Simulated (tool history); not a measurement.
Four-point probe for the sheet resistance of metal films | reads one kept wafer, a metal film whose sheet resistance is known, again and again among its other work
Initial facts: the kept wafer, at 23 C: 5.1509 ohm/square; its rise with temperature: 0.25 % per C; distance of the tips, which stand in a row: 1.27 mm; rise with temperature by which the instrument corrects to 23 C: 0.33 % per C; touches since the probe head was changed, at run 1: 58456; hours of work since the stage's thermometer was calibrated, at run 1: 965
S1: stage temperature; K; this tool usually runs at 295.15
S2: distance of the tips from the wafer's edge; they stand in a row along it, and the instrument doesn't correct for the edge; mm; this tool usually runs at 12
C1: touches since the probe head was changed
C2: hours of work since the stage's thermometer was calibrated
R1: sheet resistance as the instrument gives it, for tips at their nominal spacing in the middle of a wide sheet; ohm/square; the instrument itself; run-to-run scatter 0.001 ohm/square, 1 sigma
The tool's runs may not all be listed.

| run | hour | S1 | S2 | C1 | C2 | R1 |
|---|---|---|---|---|---|---|
| 1 | 0.0 | 295.15 | 12 | 58456 | 965 | 5.169081 |
| 2 | 34.5 | 295.15 | 12 | 59887 | 982 | 5.167541 |
| 3 | 62.1 | 295.15 | 12 | 61035 | 996 | 5.169533 |
| 4 | 90.8 | 295.15 | 12 | 62227 | 1010 | 5.169132 |
| 5 | 124.8 | 296.15 | 12 | 63637 | 1027 | 5.162930 |
| 6 | 174.6 | 296.15 | 12 | 65707 | 1051 | 5.162897 |
| 7 | 222.9 | 294.15 | 12 | 67712 | 1075 | 5.171563 |
| 8 | 263.6 | 294.15 | 12 | 69401 | 1095 | 5.169119 |
| 9 | 288.8 | 298.15 | 12 | 70450 | 1108 | 5.155029 |
| 10 | 335.5 | 295.15 | 16 | 72386 | 1131 | 5.150567 |
| 11 | 385.3 | 295.15 | 16 | 74456 | 1155 | 5.146583 |
| 12 | 418.1 | 295.15 | 9 | 75819 | 1172 | 5.187752 |
| 13 | 451.5 | 302.15 | 17 | 77204 | 1188 | 5.118088 |
| 14 | 500.9 | 291.15 | 60 | 79255 | 1212 | 5.147977 |
| 15 | 551.2 | 297.15 | 44 | 81344 | 1237 | 5.124431 |

For run 16, what comes out?
| 16 | 582.1 | 297.15 | 44 | 82629 | 1253 | ? |

R1: 5.124032 ohm/square
Without the tool's hidden state the same run would have given R1 5.149767 ohm/square.

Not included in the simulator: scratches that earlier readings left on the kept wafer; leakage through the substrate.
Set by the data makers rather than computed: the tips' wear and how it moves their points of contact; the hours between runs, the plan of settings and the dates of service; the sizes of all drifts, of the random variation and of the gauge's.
